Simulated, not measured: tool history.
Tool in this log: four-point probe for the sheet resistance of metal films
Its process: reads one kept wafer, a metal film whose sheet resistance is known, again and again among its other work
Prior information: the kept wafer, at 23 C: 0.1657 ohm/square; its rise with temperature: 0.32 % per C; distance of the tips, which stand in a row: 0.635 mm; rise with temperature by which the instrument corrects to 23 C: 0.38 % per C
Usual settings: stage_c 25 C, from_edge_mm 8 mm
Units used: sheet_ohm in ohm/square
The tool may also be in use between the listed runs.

run 1 day=0 | stage_c=25 from_edge_mm=8 | sheet_ohm=0.165057
run 2 day=1.379 | stage_c=25 from_edge_mm=8 | sheet_ohm=0.164919
run 3 day=3.675 | stage_c=25 from_edge_mm=8 | sheet_ohm=0.16502
run 4 day=6.488 | stage_c=25 from_edge_mm=8 | sheet_ohm=0.165066
run 5 day=9.412 | stage_c=25 from_edge_mm=8 | sheet_ohm=0.165047
run 6 day=10.688 | stage_c=25 from_edge_mm=8 | sheet_ohm=0.165058
run 7 day=13.179 | stage_c=25 from_edge_mm=8 | sheet_ohm=0.16528
run 8 day=16.008 | stage_c=34 from_edge_mm=8 | sheet_ohm=0.164421
run 9 day=17.338 | stage_c=34 from_edge_mm=7 | sheet_ohm=0.164605
run 10 day=18.812 | stage_c=34 from_edge_mm=7 | sheet_ohm=0.164663
run 11 day=21.571 | stage_c=31 from_edge_mm=7 | sheet_ohm=0.164929
run 12 day=23.571 | stage_c=20 from_edge_mm=8 | sheet_ohm=0.165811
run 13 day=25.475 | stage_c=20 from_edge_mm=8 | sheet_ohm=0.165877
run 14 day=27.433 | stage_c=25 from_edge_mm=11 | sheet_ohm=0.165094
run 15 day=29.858 | stage_c=25 from_edge_mm=11 | sheet_ohm=0.165103
run 16 day=32.767 | stage_c=25 from_edge_mm=9 | sheet_ohm=0.165261
run 17 day=35.338 | stage_c=19 from_edge_mm=41 | sheet_ohm=0.165542
run 18 day=37.704 | stage_c=35 from_edge_mm=13 | sheet_ohm=0.164228
run 19 day=40.2 | stage_c=24 from_edge_mm=26 | sheet_ohm=0.165116
run 20 day=43.175 | stage_c=18 from_edge_mm=6 | sheet_ohm=0.166603
run 21 day=45.183 | stage_c=25 from_edge_mm=70 | sheet_ohm=0.164942
run 22 day=46.992 | stage_c=22 from_edge_mm=7 | sheet_ohm=0.165977
run 23 day=48.75 | stage_c=28 from_edge_mm=8 | sheet_ohm=0.165256
run 24 day=51.429 | stage_c=28 from_edge_mm=8 | sheet_ohm=0.165275
run 25 day=53.642 | stage_c=22 from_edge_mm=13 | sheet_ohm=0.165519
run 26 day=56.662 | stage_c=22 from_edge_mm=13 | sheet_ohm=0.165508
run 27 day=59.567 | stage_c=22 from_edge_mm=13 | sheet_ohm=0.165531
run 28 day=62.038 | stage_c=22 from_edge_mm=10 | sheet_ohm=0.165794
run 29 day=64.975 | stage_c=22 from_edge_mm=10 | sheet_ohm=0.165755
run 30 day=67.371 | stage_c=22 from_edge_mm=10 | sheet_ohm=0.165775
run 31 day=69.133 | stage_c=29 from_edge_mm=3 | sheet_ohm=0.168602
run 32 day=70.829 | stage_c=31 from_edge_mm=52 | sheet_ohm=0.164649

Removed from this log: 1 entry logged between the listed runs. Between which two listed runs does each belong, and how does the tool's hidden state at the listed run before it compare with that at the listed run after it?
From run 6 to run 7: stage's thermometer calibrated (day 12.438)
  inner tips' distance over the nominal, %: -0.418 -> -0.404; tips' flats over new ones', %: 11 -> 12; wafer's true temperature over the reading, C: -0.45 -> -0.13
  measured minus no-state result, sheet_ohm: -0.000989 -> -0.000795 ohm/square
